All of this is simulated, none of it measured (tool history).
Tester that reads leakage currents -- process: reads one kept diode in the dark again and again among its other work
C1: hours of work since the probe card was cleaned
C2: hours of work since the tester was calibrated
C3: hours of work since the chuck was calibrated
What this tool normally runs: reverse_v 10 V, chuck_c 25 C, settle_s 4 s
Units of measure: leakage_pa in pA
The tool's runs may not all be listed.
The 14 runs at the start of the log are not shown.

Run 15, hour 875.4: usual settings but reverse_v 5.7 V, settle_s 2.09 s; C1 280; C2 2788; C3 664. Result: leakage_pa 185.64 pA.
Run 16, hour 931.7: usual settings; C1 317; C2 2825; C3 701. Result: leakage_pa 225.43 pA.
Run 17, hour 989.9: usual settings; C1 355; C2 2863; C3 739. Result: leakage_pa 226.78 pA.
Run 18, hour 1031.3: usual settings but settle_s 7.73 s; C1 382; C2 2890; C3 766. Result: leakage_pa 225.59 pA.
Run 19, hour 1121.1: usual settings but settle_s 7.73 s; C1 441; C2 2949; C3 825. Result: leakage_pa 226.01 pA.
Run 20, hour 1192.7: usual settings but chuck_c 37 C, settle_s 3.11 s; C1 488; C2 2996; C3 872. Result: leakage_pa 569.51 pA.
Run 21, hour 1275.3: usual settings but reverse_v 2.6 V, chuck_c 40 C, settle_s 0.5 s; C1 542; C2 3050; C3 926. Result: leakage_pa 448.54 pA.
Run 22, hour 1356.1: usual settings but reverse_v 6.3 V, chuck_c 22 C, settle_s 0.5 s; C1 594; C2 3102; C3 979. Result: leakage_pa 153.55 pA.
Run 23, hour 1428.4: usual settings but reverse_v 19.2 V, chuck_c 55 C, settle_s 2.99 s; C1 642; C2 3150; C3 1026. Result: leakage_pa 2532.92 pA.
Run 24, hour 1477.5: usual settings but reverse_v 1.4 V, chuck_c 23 C, settle_s 2.46 s; C1 674; C2 3182; C3 1058. Result: leakage_pa 95.54 pA.
Run 25, hour 1525.2: usual settings but reverse_v 1.4 V, settle_s 4.01 s; C1 705; C2 3213; C3 1089. Result: leakage_pa 112.68 pA.
At hour 1548.2: chuck's temperature calibrated.
Run 26, hour 1593.6: usual settings but reverse_v 1.4 V, settle_s 7.7 s; C1 749; C2 3257; C3 30. Result: leakage_pa 119.4 pA.
Run 27, hour 1638.7: usual settings but reverse_v 1.7 V, chuck_c 31 C; C1 778; C2 3286; C3 59. Result: leakage_pa 205.39 pA.
Run 28, hour 1736: usual settings but reverse_v 6.8 V, chuck_c 26 C, settle_s 5.26 s; C1 842; C2 3350; C3 123. Result: leakage_pa 225.25 pA.
Run 29, hour 1803.3: usual settings but chuck_c 33 C, settle_s 4.86 s; C1 886; C2 3394; C3 167. Result: leakage_pa 442.6 pA.
Run 30, hour 1864.5: usual settings but chuck_c 33 C, settle_s 4.86 s; C1 926; C2 3434; C3 207. Result: leakage_pa 442.1 pA.
Run 31, hour 1918.7: usual settings but reverse_v 10.6 V, chuck_c 57 C, settle_s 0.4 s; C1 961; C2 3469; C3 242. Result: leakage_pa 2443.84 pA.
Run 32, hour 1988.3: usual settings but reverse_v 10.6 V, chuck_c 53 C, settle_s 2.38 s; C1 1007; C2 3515; C3 288. Result: leakage_pa 1873.38 pA.
Run 33, hour 2069.1: usual settings but reverse_v 10.2 V, settle_s 0.61 s; C1 1060; C2 3568; C3 341. Result: leakage_pa 246.12 pA.
Run 34, hour 2113.8: usual settings but reverse_v 6 V, settle_s 0.38 s; C1 1089; C2 3597; C3 370. Result: leakage_pa 201.7 pA.

Each row is a separate what-if for the run after 34, all from the same tool condition, not one after another. Results?
Run A, hour 2180.8: usual settings but chuck_c 35 C; C1 1133; C2 3641; C3 414. Result: leakage_pa ?.
Run B, hour 2180.8: usual settings but reverse_v 4 V, settle_s 2.81 s; C1 1133; C2 3641; C3 414. Result: leakage_pa ?.
Run C, hour 2180.8: usual settings but reverse_v 1.2 V, chuck_c 36 C, settle_s 1.46 s; C1 1133; C2 3641; C3 414. Result: leakage_pa ?.
Run D, hour 2180.8: usual settings but reverse_v 3.7 V, chuck_c 20 C, settle_s 1.44 s; C1 1133; C2 3641; C3 414. Result: leakage_pa ?.
Run E, hour 2180.8: usual settings but reverse_v 1.4 V, settle_s 0.62 s; C1 1133; C2 3641; C3 414. Result: leakage_pa ?.

run  leakage_pa
  A      509.61
  B      171.26
  C      261.79
  D       112.5
  E      118.12
Without the tool's hidden state the same runs would have given:
run  leakage_pa
  A      516.63
  B      172.72
  C      272.72
  D      111.54
  E      121.66
